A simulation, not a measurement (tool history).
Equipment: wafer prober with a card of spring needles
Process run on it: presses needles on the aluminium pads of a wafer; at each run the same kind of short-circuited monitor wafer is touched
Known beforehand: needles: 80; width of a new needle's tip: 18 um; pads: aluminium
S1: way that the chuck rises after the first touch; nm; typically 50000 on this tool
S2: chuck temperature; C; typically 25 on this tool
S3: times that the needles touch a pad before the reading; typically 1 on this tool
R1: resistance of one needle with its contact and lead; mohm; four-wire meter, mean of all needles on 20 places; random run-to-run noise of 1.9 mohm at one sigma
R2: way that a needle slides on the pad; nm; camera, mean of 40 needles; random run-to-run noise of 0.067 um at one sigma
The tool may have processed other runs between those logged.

run   hour     S1   S2  S3   R1     R2
  1      0  50000   25   1  367   8490
       4.6  -- tips cleaned on abrasive film
  2   15.4  50000   25   1  331   8560
      25.1  -- tips cleaned on abrasive film
  3   31.2  50000   25   1  289   8300
        46  -- tips cleaned on abrasive film
  4   51.4  50000   25   1  281   8510
      67.8  -- tips cleaned on abrasive film
  5   74.1  50000  121   1  297   8280
      88.7  -- tips cleaned on abrasive film
  6   90.5  50000  121   1  264   8360
     110.2  -- tips cleaned on abrasive film
  7  110.2  50000   25   1  215   8320
  8  119.8  50000   25   1  328   8400
  9  130.2  45000   25   1  431   7510
     131.5  -- tips cleaned on abrasive film
 10  143.7  45000   25   1  375   7570
     152.4  -- tips cleaned on abrasive film
 11    162  50000   25   1  327   8270
     174.1  -- tips cleaned on abrasive film
 12  179.5  50000   25   1  284   8200
     194.8  -- tips cleaned on abrasive film
 13  197.6  50000   25   1  250   8260
     216.1  -- tips cleaned on abrasive film
 14  217.7  50000   25   2  227   8290
     237.7  -- tips cleaned on abrasive film
 15  240.5  50000   25   2  235   8250
       259  -- tips cleaned on abrasive film
 16  262.7  50000   29   1  263   8280
 17    273  35000  122   2  413   5550
     279.5  -- tips cleaned on abrasive film
 18  292.9  50000   89   3  267   8400
     301.2  -- tips cleaned on abrasive film
 19  305.6  38000   89   2  294   6120
 20  316.5  38000   89   2  388   6230
     318.6  -- height of the first contact set anew
     322.1  -- tips cleaned on abrasive film
 21  333.5  38000   89   2  380   5920
     343.1  -- tips cleaned on abrasive film
 22  351.7  57000   25   2  255   9150
 23  362.6  57000   25   2  294   9290
     364.1  -- tips cleaned on abrasive film
 24    382  57000   25   2  287   9200
       385  -- tips cleaned on abrasive film
 25  396.9  57000   25   2  277   9140
     406.1  -- tips cleaned on abrasive film
 26  416.7  46000   43   2  314   7340
     427.7  -- tips cleaned on abrasive film
 27  428.8  46000   43   2  244   7270
 28  438.4  32000   57   1  621   4760
     448.7  -- tips cleaned on abrasive film
     454.5  -- height of the first contact set anew, once more
 29  458.3  50000  111   2  287   8620
 30  469.1  50000   25   2  304   8670
     470.1  -- tips cleaned on abrasive film
     491.5  -- tips cleaned on abrasive film
 31  491.6  50000   75   1  223   8570
       513  -- tips cleaned on abrasive film
 32    513  68000   36   2  195  11560

5 options for the next run, each taken on its own from the tool as it stands now. Forecast them:
  A  524.6  31000   39   2   ?   ?
  B  524.6  39000   60   1   ?   ?
  C  524.6  65000  117   2   ?   ?
  D  524.6  70000   36   2   ?   ?
  E  524.6  50000   25   3   ?   ?

run   R1     R2
  A  408   5260
  B  418   6570
  C  254  11080
  D  234  11930
  E  248   8500
Without the tool's hidden state the same runs would have given:
run   R1     R2
  A  218   5310
  B  218   6620
  C  212  11130
  D  192  11980
  E  199   8550
